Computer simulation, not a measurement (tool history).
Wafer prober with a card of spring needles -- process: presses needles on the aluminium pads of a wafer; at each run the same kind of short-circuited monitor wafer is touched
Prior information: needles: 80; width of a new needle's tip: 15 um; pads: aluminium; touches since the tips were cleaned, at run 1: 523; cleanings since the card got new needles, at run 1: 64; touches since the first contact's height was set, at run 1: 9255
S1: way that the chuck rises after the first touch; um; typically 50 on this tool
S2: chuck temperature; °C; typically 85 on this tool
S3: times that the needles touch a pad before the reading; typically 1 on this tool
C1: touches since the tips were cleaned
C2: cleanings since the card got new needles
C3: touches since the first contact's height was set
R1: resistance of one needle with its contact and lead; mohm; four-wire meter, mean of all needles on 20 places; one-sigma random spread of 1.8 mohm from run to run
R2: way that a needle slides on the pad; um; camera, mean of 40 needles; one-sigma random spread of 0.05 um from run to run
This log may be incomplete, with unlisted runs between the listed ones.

run,day,S1,S2,S3,C1,C2,C3,R1,R2
1,0.000,50,85,1,523,64,9255,255,8.87
# day 0.392: tips cleaned on abrasive film
# day 0.888: tips cleaned on abrasive film
2,0.925,50,85,1,543,66,22846,275,8.89
# day 1.317: tips cleaned on abrasive film
# day 1.712: tips cleaned on abrasive film
# day 2.208: tips cleaned on abrasive film
# day 2.604: tips cleaned on abrasive film
3,2.738,50,85,1,1965,70,49459,362,8.83
# day 3.033: tips cleaned on abrasive film
# day 3.429: tips cleaned on abrasive film
# day 3.908: tips cleaned on abrasive film
4,3.908,50,85,1,0,73,66642,224,8.70
# day 4.404: tips cleaned on abrasive film
# day 4.804: tips cleaned on abrasive film
5,5.088,50,85,1,4195,75,83936,463,8.72
# day 5.283: tips cleaned on abrasive film
# day 5.775: tips cleaned on abrasive film
# day 6.271: tips cleaned on abrasive film
# day 6.671: tips cleaned on abrasive film
6,6.692,50,59,1,313,79,107467,247,8.56
# day 7.088: tips cleaned on abrasive film
# day 7.583: tips cleaned on abrasive film
# day 7.996: tips cleaned on abrasive film
7,7.996,50,59,1,0,82,126654,206,8.62
# day 8.492: tips cleaned on abrasive film
# day 8.892: tips cleaned on abrasive film
8,8.892,50,59,1,0,84,139755,220,8.58
# day 9.379: tips cleaned on abrasive film
# day 9.871: tips cleaned on abrasive film
# day 10.362: tips cleaned on abrasive film
# day 10.567: tips cleaned on abrasive film, once more
# day 11.058: tips cleaned on abrasive film
9,11.083,38,85,1,375,89,171975,339,6.30
# day 11.483: tips cleaned on abrasive film
# day 11.975: tips cleaned on abrasive film
10,12.092,50,85,1,1676,91,186742,351,8.52
# day 12.388: tips cleaned on abrasive film
# day 12.883: tips cleaned on abrasive film
# day 13.375: tips cleaned on abrasive film
# day 13.871: tips cleaned on abrasive film
# day 13.883: height of the first contact set anew
11,14.167,50,85,1,4171,95,4171,449,8.92
# day 14.367: tips cleaned on abrasive film
# day 14.862: tips cleaned on abrasive film
# day 15.358: tips cleaned on abrasive film
12,15.717,50,85,1,5335,98,26968,486,8.81
# day 15.821: tips cleaned on abrasive film
# day 16.317: tips cleaned on abrasive film
# day 16.808: tips cleaned on abrasive film
# day 17.304: tips cleaned on abrasive film
13,17.492,68,85,1,2742,102,52997,307,12.00
# day 17.788: tips cleaned on abrasive film
# day 18.283: tips cleaned on abrasive film
14,18.625,62,85,1,5054,104,69694,392,11.02
# day 18.729: tips cleaned on abrasive film
# day 19.225: tips cleaned on abrasive film
# day 19.621: tips cleaned on abrasive film
15,19.754,62,56,3,1973,107,86221,230,10.83
# day 20.050: tips cleaned on abrasive film
# day 20.546: tips cleaned on abrasive film
# day 20.946: tips cleaned on abrasive film
# day 21.404: tips cleaned on abrasive film
16,21.404,62,56,3,0,111,110443,191,10.68
# day 21.800: tips cleaned on abrasive film
# day 22.296: tips cleaned on abrasive film
# day 22.792: tips cleaned on abrasive film
17,23.042,53,56,2,3671,114,134489,354,9.09
# day 23.242: tips cleaned on abrasive film
# day 23.733: tips cleaned on abrasive film
18,24.021,50,71,1,4247,116,148900,510,8.52
# day 24.221: tips cleaned on abrasive film
# day 24.708: tips cleaned on abrasive film
# day 25.104: tips cleaned on abrasive film
19,25.333,50,67,1,3369,119,168162,484,8.50
# day 25.533: tips cleaned on abrasive film
# day 26.021: tips cleaned on abrasive film
# day 26.512: tips cleaned on abrasive film
20,26.775,30,67,1,3885,122,189362,1108,4.91
# day 26.975: tips cleaned on abrasive film
# day 27.467: tips cleaned on abrasive film
# day 27.958: tips cleaned on abrasive film
21,28.033,51,58,1,1114,125,207812,352,8.61
# day 28.429: tips cleaned on abrasive film
# day 28.442: height of the first contact set anew
# day 28.929: tips cleaned on abrasive film
# day 29.325: tips cleaned on abrasive film
# day 29.812: tips cleaned on abrasive film
22,29.967,54,31,2,2311,129,22451,306,9.48
# day 30.267: tips cleaned on abrasive film
# day 30.750: tips cleaned on abrasive film
23,30.925,54,31,2,2585,131,36500,322,9.54
# day 31.225: tips cleaned on abrasive film
# day 31.717: tips cleaned on abrasive film
# day 32.212: tips cleaned on abrasive film
# day 32.704: tips cleaned on abrasive film
24,32.729,54,31,2,336,135,62991,230,9.50
# day 33.117: tips cleaned on abrasive film
# day 33.608: tips cleaned on abrasive film
25,33.971,32,85,1,5336,137,81267,1017,5.54
# day 34.071: tips cleaned on abrasive film
# day 34.471: tips cleaned on abrasive film
# day 34.962: tips cleaned on abrasive film
# day 35.458: tips cleaned on abrasive film
26,35.617,32,85,1,2365,141,105429,803,5.46

How the hidden state differs across the entries between the runs, from the last listed run before each to the first after it:
In the gap between runs 1 and 2: tips cleaned on abrasive film (day 0.392); tips cleaned on abrasive film (day 0.888)
  debris on the tips, nm: 28.8 -> 33.1; way that the needles fall short of the set height, um: 0.19 -> 0.37; tips' diameter, um: 17.01 -> 18.24
  measured result minus the result with no hidden state, R1: +63 -> +82 mohm; R2: -0.04 -> -0.07 um
In the gap between runs 2 and 3: tips cleaned on abrasive film (day 1.317); tips cleaned on abrasive film (day 1.712); tips cleaned on abrasive film (day 2.208); tips cleaned on abrasive film (day 2.604)
  debris on the tips, nm: 33.1 -> 68.9; way that the needles fall short of the set height, um: 0.37 -> 0.8; tips' diameter, um: 18.24 -> 18.39
  measured result minus the result with no hidden state, R1: +82 -> +170 mohm; R2: -0.07 -> -0.14 um
In the gap between runs 3 and 4: tips cleaned on abrasive film (day 3.033); tips cleaned on abrasive film (day 3.429); tips cleaned on abrasive film (day 3.908)
  debris on the tips, nm: 68.9 -> 11.2; way that the needles fall short of the set height, um: 0.8 -> 1.03; tips' diameter, um: 18.39 -> 18.47
  measured result minus the result with no hidden state, R1: +170 -> +34 mohm; R2: -0.14 -> -0.19 um
In the gap between runs 4 and 5: tips cleaned on abrasive film (day 4.404); tips cleaned on abrasive film (day 4.804)
  debris on the tips, nm: 11.2 -> 108.8; way that the needles fall short of the set height, um: 1.03 -> 1.22; tips' diameter, um: 18.47 -> 18.54
  measured result minus the result with no hidden state, R1: +34 -> +271 mohm; R2: -0.19 -> -0.22 um
In the gap between runs 5 and 6: tips cleaned on abrasive film (day 5.283); tips cleaned on abrasive film (day 5.775); tips cleaned on abrasive film (day 6.271); tips cleaned on abrasive film (day 6.671)
  debris on the tips, nm: 108.8 -> 20.5; way that the needles fall short of the set height, um: 1.22 -> 1.62; tips' diameter, um: 18.54 -> 18.68
  measured result minus the result with no hidden state, R1: +271 -> +62 mohm; R2: -0.22 -> -0.29 um
In the gap between runs 6 and 7: tips cleaned on abrasive film (day 7.088); tips cleaned on abrasive film (day 7.583); tips cleaned on abrasive film (day 7.996)
  debris on the tips, nm: 20.5 -> 4.9; way that the needles fall short of the set height, um: 1.62 -> 1.94; tips' diameter, um: 18.68 -> 18.79
  measured result minus the result with no hidden state, R1: +62 -> +21 mohm; R2: -0.29 -> -0.35 um
In the gap between runs 7 and 8: tips cleaned on abrasive film (day 8.492); tips cleaned on abrasive film (day 8.892)
  debris on the tips, nm: 4.9 -> 9.9; way that the needles fall short of the set height, um: 1.94 -> 2.09; tips' diameter, um: 18.79 -> 18.84
  measured result minus the result with no hidden state, R1: +21 -> +36 mohm; R2: -0.35 -> -0.37 um
In the gap between runs 8 and 9: tips cleaned on abrasive film (day 9.379); tips cleaned on abrasive film (day 9.871); tips cleaned on abrasive film (day 10.362); tips cleaned on abrasive film, once more (day 10.567); tips cleaned on abrasive film (day 11.058)
  debris on the tips, nm: 9.9 -> 26; way that the needles fall short of the set height, um: 2.09 -> 2.56; tips' diameter, um: 18.84 -> 19.01
  measured result minus the result with no hidden state, R1: +36 -> +136 mohm; R2: -0.37 -> -0.46 um
In the gap between runs 9 and 10: tips cleaned on abrasive film (day 11.483); tips cleaned on abrasive film (day 11.975)
  debris on the tips, nm: 26 -> 56; way that the needles fall short of the set height, um: 2.56 -> 2.72; tips' diameter, um: 19.01 -> 19.07
  measured result minus the result with no hidden state, R1: +136 -> +160 mohm; R2: -0.46 -> -0.49 um
In the gap between runs 10 and 11: tips cleaned on abrasive film (day 12.388); tips cleaned on abrasive film (day 12.883); tips cleaned on abrasive film (day 13.375); tips cleaned on abrasive film (day 13.871); height of the first contact set anew (day 13.883)
  debris on the tips, nm: 56 -> 101; way that the needles fall short of the set height, um: 2.72 -> 0; tips' diameter, um: 19.07 -> 19.18
  measured result minus the result with no hidden state, R1: +160 -> +258 mohm; R2: -0.49 -> +0.00 um
In the gap between runs 11 and 12: tips cleaned on abrasive film (day 14.367); tips cleaned on abrasive film (day 14.862); tips cleaned on abrasive film (day 15.358)
  debris on the tips, nm: 101 -> 113; way that the needles fall short of the set height, um: 0 -> 0.27; tips' diameter, um: 19.18 -> 19.27
  measured result minus the result with no hidden state, R1: +258 -> +295 mohm; R2: +0.00 -> -0.05 um
In the gap between runs 12 and 13: tips cleaned on abrasive film (day 15.821); tips cleaned on abrasive film (day 16.317); tips cleaned on abrasive film (day 16.808); tips cleaned on abrasive film (day 17.304)
  debris on the tips, nm: 113 -> 81; way that the needles fall short of the set height, um: 0.27 -> 0.63; tips' diameter, um: 19.27 -> 19.4
  measured result minus the result with no hidden state, R1: +295 -> +123 mohm; R2: -0.05 -> -0.11 um
In the gap between runs 13 and 14: tips cleaned on abrasive film (day 17.788); tips cleaned on abrasive film (day 18.283)
  debris on the tips, nm: 81 -> 115.7; way that the needles fall short of the set height, um: 0.63 -> 0.8; tips' diameter, um: 19.4 -> 19.45
  measured result minus the result with no hidden state, R1: +123 -> +208 mohm; R2: -0.11 -> -0.14 um
In the gap between runs 14 and 15: tips cleaned on abrasive film (day 18.729); tips cleaned on abrasive film (day 19.225); tips cleaned on abrasive film (day 19.621)
  debris on the tips, nm: 115.7 -> 65.9; way that the needles fall short of the set height, um: 0.8 -> 1.1; tips' diameter, um: 19.45 -> 19.56
  measured result minus the result with no hidden state, R1: +208 -> +50 mohm; R2: -0.14 -> -0.19 um
In the gap between runs 15 and 16: tips cleaned on abrasive film (day 20.050); tips cleaned on abrasive film (day 20.546); tips cleaned on abrasive film (day 20.946); tips cleaned on abrasive film (day 21.404)
  debris on the tips, nm: 65.9 -> 10.1; way that the needles fall short of the set height, um: 1.1 -> 1.48; tips' diameter, um: 19.56 -> 19.69
  measured result minus the result with no hidden state, R1: +50 -> +14 mohm; R2: -0.19 -> -0.26 um
In the gap between runs 16 and 17: tips cleaned on abrasive film (day 21.800); tips cleaned on abrasive film (day 22.296); tips cleaned on abrasive film (day 22.792)
  debris on the tips, nm: 10.1 -> 99; way that the needles fall short of the set height, um: 1.48 -> 1.74; tips' diameter, um: 19.69 -> 19.79
  measured result minus the result with no hidden state, R1: +14 -> +167 mohm; R2: -0.26 -> -0.31 um
In the gap between runs 17 and 18: tips cleaned on abrasive film (day 23.242); tips cleaned on abrasive film (day 23.733)
  debris on the tips, nm: 99 -> 108.6; way that the needles fall short of the set height, um: 1.74 -> 1.89; tips' diameter, um: 19.79 -> 19.84
  measured result minus the result with no hidden state, R1: +167 -> +324 mohm; R2: -0.31 -> -0.33 um
In the gap between runs 18 and 19: tips cleaned on abrasive film (day 24.221); tips cleaned on abrasive film (day 24.708); tips cleaned on abrasive film (day 25.104)
  debris on the tips, nm: 108.6 -> 97; way that the needles fall short of the set height, um: 1.89 -> 2.12; tips' diameter, um: 19.84 -> 19.92
  measured result minus the result with no hidden state, R1: +324 -> +297 mohm; R2: -0.33 -> -0.38 um
In the gap between runs 19 and 20: tips cleaned on abrasive film (day 25.533); tips cleaned on abrasive film (day 26.021); tips cleaned on abrasive film (day 26.512)
  debris on the tips, nm: 97 -> 101.5; way that the needles fall short of the set height, um: 2.12 -> 2.41; tips' diameter, um: 19.92 -> 20.02
  measured result minus the result with no hidden state, R1: +297 -> +900 mohm; R2: -0.38 -> -0.43 um
In the gap between runs 20 and 21: tips cleaned on abrasive film (day 26.975); tips cleaned on abrasive film (day 27.467); tips cleaned on abrasive film (day 27.958)
  debris on the tips, nm: 101.5 -> 52.5; way that the needles fall short of the set height, um: 2.41 -> 2.63; tips' diameter, um: 20.02 -> 20.1
  measured result minus the result with no hidden state, R1: +900 -> +167 mohm; R2: -0.43 -> -0.47 um
In the gap between runs 21 and 22: tips cleaned on abrasive film (day 28.429); height of the first contact set anew (day 28.442); tips cleaned on abrasive film (day 28.929); tips cleaned on abrasive film (day 29.325); tips cleaned on abrasive film (day 29.812)
  debris on the tips, nm: 52.5 -> 75.8; way that the needles fall short of the set height, um: 2.63 -> 0.27; tips' diameter, um: 20.1 -> 20.22
  measured result minus the result with no hidden state, R1: +167 -> +127 mohm; R2: -0.47 -> -0.05 um
In the gap between runs 22 and 23: tips cleaned on abrasive film (day 30.267); tips cleaned on abrasive film (day 30.750)
  debris on the tips, nm: 75.8 -> 84.7; way that the needles fall short of the set height, um: 0.27 -> 0.42; tips' diameter, um: 20.22 -> 20.27
  measured result minus the result with no hidden state, R1: +127 -> +143 mohm; R2: -0.05 -> -0.08 um
In the gap between runs 23 and 24: tips cleaned on abrasive film (day 31.225); tips cleaned on abrasive film (day 31.717); tips cleaned on abrasive film (day 32.212); tips cleaned on abrasive film (day 32.704)
  debris on the tips, nm: 84.7 -> 27.2; way that the needles fall short of the set height, um: 0.42 -> 0.79; tips' diameter, um: 20.27 -> 20.4
  measured result minus the result with no hidden state, R1: +143 -> +52 mohm; R2: -0.08 -> -0.14 um
In the gap between runs 24 and 25: tips cleaned on abrasive film (day 33.117); tips cleaned on abrasive film (day 33.608)
  debris on the tips, nm: 27.2 -> 113.3; way that the needles fall short of the set height, um: 0.79 -> 0.96; tips' diameter, um: 20.4 -> 20.46
  measured result minus the result with no hidden state, R1: +52 -> +808 mohm; R2: -0.14 -> -0.17 um
In the gap between runs 25 and 26: tips cleaned on abrasive film (day 34.071); tips cleaned on abrasive film (day 34.471); tips cleaned on abrasive film (day 34.962); tips cleaned on abrasive film (day 35.458)
  debris on the tips, nm: 113.3 -> 81.2; way that the needles fall short of the set height, um: 0.96 -> 1.33; tips' diameter, um: 20.46 -> 20.59
  measured result minus the result with no hidden state, R1: +808 -> +597 mohm; R2: -0.17 -> -0.24 um

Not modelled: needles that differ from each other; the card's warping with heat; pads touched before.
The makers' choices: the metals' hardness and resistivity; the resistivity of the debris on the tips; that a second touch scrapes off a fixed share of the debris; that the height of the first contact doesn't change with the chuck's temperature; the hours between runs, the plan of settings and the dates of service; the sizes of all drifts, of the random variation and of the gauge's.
